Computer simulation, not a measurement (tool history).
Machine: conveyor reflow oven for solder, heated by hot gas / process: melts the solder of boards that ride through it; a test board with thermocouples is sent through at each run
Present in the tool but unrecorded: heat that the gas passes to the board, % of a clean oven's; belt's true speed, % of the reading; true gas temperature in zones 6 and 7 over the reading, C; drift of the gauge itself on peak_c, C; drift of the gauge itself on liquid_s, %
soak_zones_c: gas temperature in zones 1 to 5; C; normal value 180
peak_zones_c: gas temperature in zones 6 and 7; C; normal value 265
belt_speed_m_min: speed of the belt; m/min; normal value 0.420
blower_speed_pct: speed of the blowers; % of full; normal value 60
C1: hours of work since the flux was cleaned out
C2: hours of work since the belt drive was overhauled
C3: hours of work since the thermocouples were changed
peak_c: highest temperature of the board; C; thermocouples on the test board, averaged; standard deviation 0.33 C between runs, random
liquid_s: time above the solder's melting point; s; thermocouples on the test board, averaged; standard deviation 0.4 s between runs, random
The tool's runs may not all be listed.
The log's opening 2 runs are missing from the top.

Run 3, hour 17.1: usual settings; C1 235; C2 252; C3 599. Result: peak_c 248.4 C, liquid_s 74.3 s.
Run 4, hour 30.6: usual settings; C1 242; C2 259; C3 605. Result: peak_c 248.4 C, liquid_s 73.4 s.
Run 5, hour 42.1: usual settings; C1 248; C2 265; C3 611. Result: peak_c 248.2 C, liquid_s 73.4 s.
Run 6, hour 48.6: usual settings; C1 251; C2 268; C3 614. Result: peak_c 248.2 C, liquid_s 73.9 s.
Run 7, hour 57.4: usual settings; C1 255; C2 273; C3 619. Result: peak_c 248.6 C, liquid_s 74.2 s.
Run 8, hour 71.8: usual settings but soak_zones_c 178 C; C1 263; C2 280; C3 626. Result: peak_c 248.3 C, liquid_s 73.0 s.
Run 9, hour 82.1: usual settings; C1 268; C2 285; C3 631. Result: peak_c 247.7 C, liquid_s 73.8 s.
Run 10, hour 93.6: usual settings; C1 274; C2 291; C3 637. Result: peak_c 248.2 C, liquid_s 73.9 s.
Run 11, hour 101.3: usual settings; C1 277; C2 295; C3 641. Result: peak_c 248.2 C, liquid_s 74.3 s.
Run 12, hour 115.6: usual settings; C1 284; C2 302; C3 648. Result: peak_c 247.8 C, liquid_s 74.1 s.
Run 13, hour 126.1: usual settings; C1 290; C2 307; C3 653. Result: peak_c 247.7 C, liquid_s 74.0 s.
Run 14, hour 134.7: usual settings but soak_zones_c 190 C; C1 294; C2 311; C3 658. Result: peak_c 250.2 C, liquid_s 81.5 s.
At hour 140.4: flux residue cleaned out of gas plates and filters.
Run 15, hour 153.2: usual settings but soak_zones_c 190 C; C1 6; C2 318; C3 664. Result: peak_c 250.5 C, liquid_s 83.0 s.
Run 16, hour 163.9: usual settings but belt_speed_m_min 0.392 m/min; C1 12; C2 323; C3 670. Result: peak_c 251.0 C, liquid_s 83.5 s.
Run 17, hour 174.0: usual settings but peak_zones_c 273 C; C1 17; C2 329; C3 675. Result: peak_c 256.3 C, liquid_s 82.4 s.
Run 18, hour 185.9: usual settings but peak_zones_c 273 C; C1 23; C2 334; C3 681. Result: peak_c 255.8 C, liquid_s 81.7 s.
Run 19, hour 197.4: usual settings but peak_zones_c 258 C; C1 29; C2 340; C3 687. Result: peak_c 243.0 C, liquid_s 68.8 s.
Run 20, hour 210.4: usual settings but peak_zones_c 258 C; C1 35; C2 347; C3 693. Result: peak_c 243.7 C, liquid_s 69.0 s.

Estimate the outcome of run 21 from the log above:
Run 21, hour 216.5: usual settings but soak_zones_c 170 C, peak_zones_c 275 C, belt_speed_m_min 0.373 m/min; C1 38; C2 350; C3 696. Result: peak_c ?, liquid_s ?.

{"run 21": {"peak_c": 259.6, "liquid_s": 91.6}}
Take away the tool's hidden state, keep the run-to-run variation as it was, and the same run would have given peak_c 261.2 C, liquid_s 92.4 s.

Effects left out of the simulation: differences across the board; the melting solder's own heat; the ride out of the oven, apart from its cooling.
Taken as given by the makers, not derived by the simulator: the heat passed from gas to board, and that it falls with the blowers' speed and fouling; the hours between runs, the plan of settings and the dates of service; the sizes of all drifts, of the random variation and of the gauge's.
